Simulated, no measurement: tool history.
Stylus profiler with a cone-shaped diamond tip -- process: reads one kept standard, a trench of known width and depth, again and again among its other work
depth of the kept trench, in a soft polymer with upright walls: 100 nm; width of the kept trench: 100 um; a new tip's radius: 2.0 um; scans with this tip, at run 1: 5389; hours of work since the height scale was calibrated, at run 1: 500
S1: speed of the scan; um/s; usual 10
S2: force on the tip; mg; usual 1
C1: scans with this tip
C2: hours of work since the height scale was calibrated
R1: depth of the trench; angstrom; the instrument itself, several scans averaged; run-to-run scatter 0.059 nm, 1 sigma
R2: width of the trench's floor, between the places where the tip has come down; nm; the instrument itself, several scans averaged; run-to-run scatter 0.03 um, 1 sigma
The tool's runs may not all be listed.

run   hour  S1    S2    C1   C2      R1     R2
  1      0  10     1  5389  500  1006.6  98220
  2   23.7  11     1  5540  514  1006.6  98140
  3   47.5  11     1  5691  528  1007.5  98150
  4     72  11     1  5847  543  1006.9  98170
  5   94.6  11     1  5991  556  1006.9  98090
  6  110.1  11     1  6090  565  1007.5  98210
  7  130.2   7     1  6217  577  1007.4  98130
  8  151.1   7     1  6350  589  1006.1  98090
  9  176.1   7     1  6509  604  1006.7  98110
 10    195  10     1  6630  615  1007.4  98150
 11  213.6  10     1  6748  626  1007.6  98090
 12  232.5   4     1  6868  637  1006.4  98130
     234.1  -- height scale calibrated on a step standard
 13  245.3   3     1  6946    7  1006.5  98130
 14  266.9   2  1.01  7084   19  1005.8  98090
 15  284.4   2  1.01  7195   30    1006  98150
 16  302.6   2  1.01  7311   40  1005.8  98100
 17    324  25  0.81  7447   53  1005.4  97960
 18  334.9   5  1.72  7516   59  1010.2  98110
     349.9  -- height scale calibrated on a step standard, once more
 19  358.8  24  0.65  7665    5  1007.1  97910
 20  375.6  18     1  7771   15  1009.1  98000
 21  390.9   5  1.86  7869   24  1013.2  98060
 22  415.1   5  1.86  8023   39  1013.4  98010

3 ways to go on from here, each from the tool as it stands after run 22. What would each give?
  A  427.1   5  1.97  8099  46   ?   ?
  B  427.1  34  0.91  8099  46   ?   ?
  C  427.1  12  1.76  8099  46   ?   ?

run      R1     R2
  A  1013.5  98060
  B  1007.4  97860
  C  1013.7  98040
The same runs, with their run-to-run variation unchanged, on a tool lacking any hidden condition would have given:
run      R1     R2
  A  1013.7  98750
  B  1007.6  98560
  C  1013.9  98740

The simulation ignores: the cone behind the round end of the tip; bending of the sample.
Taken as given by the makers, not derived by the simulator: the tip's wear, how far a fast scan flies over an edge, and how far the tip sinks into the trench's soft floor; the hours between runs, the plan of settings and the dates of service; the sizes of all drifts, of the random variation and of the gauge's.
